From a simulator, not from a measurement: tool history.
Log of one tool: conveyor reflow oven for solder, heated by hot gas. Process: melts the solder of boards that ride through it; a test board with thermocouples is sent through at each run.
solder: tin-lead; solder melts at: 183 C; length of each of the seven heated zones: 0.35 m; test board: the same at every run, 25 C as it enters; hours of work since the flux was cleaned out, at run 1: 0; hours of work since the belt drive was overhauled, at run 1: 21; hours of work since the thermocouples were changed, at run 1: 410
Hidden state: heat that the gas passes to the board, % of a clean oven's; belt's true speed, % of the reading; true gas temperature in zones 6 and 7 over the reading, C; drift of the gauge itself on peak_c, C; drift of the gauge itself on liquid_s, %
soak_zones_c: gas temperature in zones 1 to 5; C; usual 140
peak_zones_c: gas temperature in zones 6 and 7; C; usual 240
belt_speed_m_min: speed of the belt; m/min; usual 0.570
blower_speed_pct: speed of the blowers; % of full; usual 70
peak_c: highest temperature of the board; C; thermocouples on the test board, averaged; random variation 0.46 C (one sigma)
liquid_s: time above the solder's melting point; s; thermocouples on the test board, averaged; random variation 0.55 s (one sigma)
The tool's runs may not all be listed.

| run | hour | soak_zones_c | peak_zones_c | belt_speed_m_min | blower_speed_pct | hours of work since the flux was cleaned out | hours of work since the belt drive was overhauled | hours of work since the thermocouples were changed | peak_c | liquid_s |
|---|---|---|---|---|---|---|---|---|---|---|
| 1 | 0.0 | 140 | 240 | 0.570 | 70 | 0 | 21 | 410 | 221.2 | 57.4 |
| 2 | 56.3 | 140 | 240 | 0.570 | 70 | 26 | 47 | 436 | 220.7 | 57.1 |
| 3 | 113.8 | 140 | 240 | 0.570 | 58 | 54 | 74 | 464 | 215.6 | 53.8 |
| 4 | 153.4 | 145 | 240 | 0.570 | 70 | 72 | 93 | 482 | 221.9 | 61.2 |
| 5 | 247.4 | 145 | 234 | 0.570 | 70 | 116 | 137 | 526 | 216.7 | 57.6 |
| 6 | 311.4 | 140 | 240 | 0.570 | 70 | 146 | 167 | 556 | 221.1 | 57.3 |
| 7 | 394.0 | 140 | 240 | 0.570 | 70 | 185 | 206 | 595 | 221.2 | 57.2 |
| 8 | 474.6 | 140 | 240 | 0.568 | 70 | 223 | 244 | 633 | 220.9 | 57.7 |
| 9 | 514.4 | 140 | 240 | 0.570 | 70 | 242 | 263 | 652 | 221.4 | 58.5 |
| 10 | 558.4 | 140 | 240 | 0.570 | 70 | 263 | 283 | 673 | 220.7 | 57.6 |
| 11 | 645.9 | 145 | 240 | 0.570 | 70 | 304 | 325 | 714 | 222.0 | 60.1 |
| 12 | 705.2 | 145 | 240 | 0.570 | 70 | 332 | 352 | 742 | 220.6 | 60.5 |
|  | 775.3 | flux residue cleaned out of gas plates and filters |
| 13 | 790.6 | 145 | 240 | 0.570 | 70 | 7 | 390 | 779 | 222.0 | 60.6 |
| 14 | 848.6 | 140 | 240 | 0.570 | 70 | 34 | 418 | 807 | 220.3 | 58.4 |
| 15 | 897.5 | 140 | 240 | 0.570 | 70 | 57 | 441 | 830 | 221.5 | 57.8 |
| 16 | 945.8 | 140 | 240 | 0.570 | 70 | 80 | 463 | 852 | 220.4 | 57.9 |
| 17 | 1001.9 | 140 | 243 | 0.504 | 70 | 107 | 490 | 879 | 227.4 | 70.9 |
|  | 1028.5 | thermocouples of zones 6 and 7 changed |
| 18 | 1077.5 | 140 | 243 | 0.504 | 70 | 141 | 524 | 23 | 228.1 | 71.4 |
| 19 | 1148.9 | 140 | 250 | 0.570 | 70 | 175 | 558 | 57 | 230.1 | 63.1 |
| 20 | 1215.6 | 140 | 254 | 0.570 | 65 | 206 | 589 | 88 | 231.4 | 63.7 |
| 21 | 1292.7 | 147 | 230 | 0.570 | 65 | 242 | 625 | 124 | 212.3 | 53.6 |
| 22 | 1371.4 | 142 | 246 | 0.570 | 80 | 279 | 662 | 161 | 230.2 | 64.0 |
| 23 | 1411.4 | 142 | 246 | 0.570 | 80 | 298 | 681 | 180 | 229.8 | 64.0 |
| 24 | 1487.9 | 142 | 246 | 0.570 | 80 | 334 | 717 | 216 | 230.0 | 64.0 |
|  | 1552.7 | flux residue cleaned out of gas plates and filters |
| 25 | 1580.0 | 142 | 246 | 0.570 | 80 | 13 | 758 | 257 | 229.7 | 64.3 |
| 26 | 1648.7 | 140 | 228 | 0.570 | 80 | 45 | 790 | 289 | 213.7 | 53.4 |
| 27 | 1703.1 | 140 | 228 | 0.570 | 80 | 71 | 816 | 315 | 213.6 | 54.3 |
| 28 | 1743.9 | 140 | 250 | 0.562 | 80 | 90 | 835 | 334 | 233.0 | 67.1 |
| 29 | 1829.0 | 140 | 242 | 0.562 | 76 | 130 | 875 | 374 | 225.4 | 61.3 |
| 30 | 1878.3 | 140 | 246 | 0.614 | 76 | 153 | 898 | 397 | 225.9 | 56.6 |

Forecast each of these 4 alternatives for the next run:
| A | 1924.2 | 140 | 240 | 0.497 | 70 | 175 | 920 | 419 | ? | ? |
| B | 1924.2 | 139 | 243 | 0.570 | 68 | 175 | 920 | 419 | ? | ? |
| C | 1924.2 | 146 | 253 | 0.570 | 70 | 175 | 920 | 419 | ? | ? |
| D | 1924.2 | 140 | 245 | 0.474 | 76 | 175 | 920 | 419 | ? | ? |

| run | peak_c | liquid_s |
|---|---|---|
| A | 225.1 | 70.3 |
| B | 222.1 | 58.3 |
| C | 232.4 | 67.1 |
| D | 233.4 | 79.0 |
Without the tool's hidden state the same runs would have given:
| run | peak_c | liquid_s |
|---|---|---|
| A | 225.2 | 70.4 |
| B | 222.2 | 58.4 |
| C | 232.6 | 67.2 |
| D | 233.5 | 79.1 |
